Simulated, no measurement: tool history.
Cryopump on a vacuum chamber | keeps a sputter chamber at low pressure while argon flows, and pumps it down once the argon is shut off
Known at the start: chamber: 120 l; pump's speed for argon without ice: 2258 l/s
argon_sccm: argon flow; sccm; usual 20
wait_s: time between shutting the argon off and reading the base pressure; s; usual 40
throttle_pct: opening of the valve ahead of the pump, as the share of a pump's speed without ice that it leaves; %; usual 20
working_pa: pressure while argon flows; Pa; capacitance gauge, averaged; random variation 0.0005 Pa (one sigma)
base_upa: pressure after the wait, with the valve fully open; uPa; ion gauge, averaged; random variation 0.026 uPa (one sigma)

run,hour,argon_sccm,wait_s,throttle_pct,working_pa,base_upa
1,0.0,20,40,20,0.0784,2.44
2,31.1,20,40,20,0.0773,2.44
3,71.9,20,40,20,0.0782,2.54
4,103.8,20,47,20,0.0776,2.44
5,132.7,20,47,20,0.0778,2.47
6,172.8,20,47,34,0.0476,2.49
7,221.3,20,40,20,0.0791,2.72
8,266.7,20,40,20,0.0783,1.13
9,304.5,20,40,57,0.0295,1.16
10,343.0,20,40,57,0.0302,1.19
11,380.3,20,40,57,0.0308,1.21
12,438.1,20,40,57,0.0309,1.29
13,469.3,20,40,57,0.0307,1.32
14,496.9,20,40,57,0.0310,1.34
15,546.4,10,123,20,0.0401,0.79
16,599.4,11,31,20,0.0438,1.81
17,661.4,11,31,20,0.0415,1.70
18,701.4,11,31,20,0.0414,1.63
19,755.5,20,228,20,0.0750,0.71
20,822.6,19,149,29,0.0499,0.83
21,864.3,32,45,24,0.1011,1.46
22,910.7,21,40,20,0.0791,1.61
23,954.3,21,40,20,0.0799,1.61
24,1004.6,21,37,20,0.0796,1.78
25,1035.7,21,37,20,0.0796,1.81
26,1067.5,30,37,60,0.0398,1.85

Not shown: 2 entries that the log had between the listed runs. Between which runs, and how does the tool's hidden state differ before and after?
Between runs 7 and 8: leaking fittings of the chamber tightened, without venting (hour 250.1)
  pump's speed, % of a pump's without ice: 82.7 -> 82; cold plate's temperature, K: 12.97 -> 12.98; leak into the chamber, uPa l/s: 3268 -> 329
  measured less the result without the state, working_pa: +0.0035 -> +0.0036 Pa; base_upa: +1.64 -> +0.05 uPa
Between runs 16 and 17: pump warmed up, emptied and cooled again (hour 618.0)
  pump's speed, % of a pump's without ice: 76.9 -> 98.8; cold plate's temperature, K: 13.08 -> 13.09; leak into the chamber, uPa l/s: 882 -> 975
  measured less the result without the state, working_pa: +0.0027 -> +0.0003 Pa; base_upa: +0.39 -> +0.32 uPa
